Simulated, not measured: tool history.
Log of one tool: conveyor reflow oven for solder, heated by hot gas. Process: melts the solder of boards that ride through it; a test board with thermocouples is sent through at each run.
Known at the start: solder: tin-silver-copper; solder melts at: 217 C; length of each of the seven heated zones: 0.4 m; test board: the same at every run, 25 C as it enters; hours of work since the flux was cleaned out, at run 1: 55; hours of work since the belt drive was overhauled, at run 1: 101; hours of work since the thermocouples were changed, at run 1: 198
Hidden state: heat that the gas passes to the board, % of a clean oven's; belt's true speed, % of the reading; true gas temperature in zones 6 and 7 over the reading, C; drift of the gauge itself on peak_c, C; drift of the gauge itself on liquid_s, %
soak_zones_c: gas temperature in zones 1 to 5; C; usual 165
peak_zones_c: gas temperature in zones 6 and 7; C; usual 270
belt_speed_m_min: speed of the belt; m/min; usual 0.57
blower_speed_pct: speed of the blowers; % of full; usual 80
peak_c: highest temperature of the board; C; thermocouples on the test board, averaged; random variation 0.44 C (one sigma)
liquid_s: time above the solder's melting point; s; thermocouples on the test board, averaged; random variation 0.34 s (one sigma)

run    day  soak_zones_c  peak_zones_c  belt_speed_m_min  blower_speed_pct  hours of work since the flux was cleaned out  hours of work since the belt drive was overhauled  hours of work since the thermocouples were changed  peak_c  liquid_s
  1      0           165           270              0.57                80                                            55                                                101                                                 198   258.7      65.6
  2  0.396           165           270              0.57                80                                            60                                                106                                                 202   258.3        65
  3  0.742           165           270              0.57                80                                            64                                                110                                                 207   257.9      64.8
  4  1.033           175           270              0.57                80                                            67                                                114                                                 210   259.5      69.7
  5  1.412           165           270              0.57                80                                            72                                                118                                                 215   258.4      64.9
  6  1.675           165           270             0.467                80                                            75                                                122                                                 218   262.8      84.9
  7  1.858           165           270              0.57                79                                            78                                                124                                                 220   258.8      65.9
  8  2.042           165           270              0.57                79                                            80                                                126                                                 223   257.9      65.7
  9  2.471           165           270              0.57                80                                            85                                                131                                                 228   258.7      65.3
 10  2.846           165           270              0.57                80                                            90                                                136                                                 233   257.9      65.2
 11  3.142           165           270              0.57                80                                            93                                                140                                                 236   259.2      65.7
 12  3.525           165           270              0.57                80                                            98                                                144                                                 241   257.6      65.5
 13  3.892           165           270              0.57                80                                           103                                                149                                                 245   258.5      65.8
 14  4.108           165           270             0.518                80                                           105                                                152                                                 248   260.6      74.4
 15  4.438           165           270             0.518                80                                           109                                                156                                                 252   259.5      74.3
 16  4.629           165           270             0.518                80                                           112                                                158                                                 255     260      74.7
 17   4.85           165           270             0.517                80                                           114                                                161                                                 257   260.8      75.3
 18  5.179           174           280             0.573                65                                           118                                                165                                                 261     265      72.2
 19  5.379           180           278             0.517                64                                           121                                                167                                                 264     268      83.3
 20  5.579           157           270             0.481                80                                           123                                                170                                                 266   262.1      78.7
 21  5.996           157           270             0.481                80                                           129                                                175                                                 271   261.5        79
 22  6.346           157           270             0.481                80                                           133                                                179                                                 276   261.7      79.4
 23  6.708           157           270             0.595                80                                           137                                                184                                                 280   255.4      58.6
 24  6.967           170           262             0.615                51                                           140                                                187                                                 283   244.1      49.8
 25  7.217           165           269              0.57                80                                           144                                                190                                                 286   257.7      65.1
 26    7.5           154           276             0.643                80                                           147                                                193                                                 290   258.6      53.7
 27  7.821           165           266              0.57                80                                           151                                                197                                                 294   254.1      62.5
 28  8.229           165           268               0.6                55                                           156                                                202                                                 299   250.9      55.3
 29  8.538           179           283              0.57                80                                           160                                                206                                                 303   272.4      77.2
 30  8.942           165           264              0.57                90                                           165                                                211                                                 308     254      63.2
 31  9.317           160           270             0.529                80                                           169                                                216                                                 312   259.9      71.4

4 ways to go on from here, each from the tool as it stands after run 31. What would each give?
  A  9.679           170           270             0.529                80                                           174                                                220                                                 317       ?         ?
  B  9.679           168           284             0.529                80                                           174                                                220                                                 317       ?         ?
  C  9.679           165           278              0.57                65                                           174                                                220                                                 317       ?         ?
  D  9.679           160           261             0.612                76                                           174                                                220                                                 317       ?         ?

run  peak_c  liquid_s
  A   260.9      74.2
  B   273.3      80.4
  C   262.9      68.1
  D     247      50.9
Without the tool's hidden state the same runs would have given:
run  peak_c  liquid_s
  A   260.9      74.2
  B   273.3      80.4
  C     263      68.1
  D     247      50.9
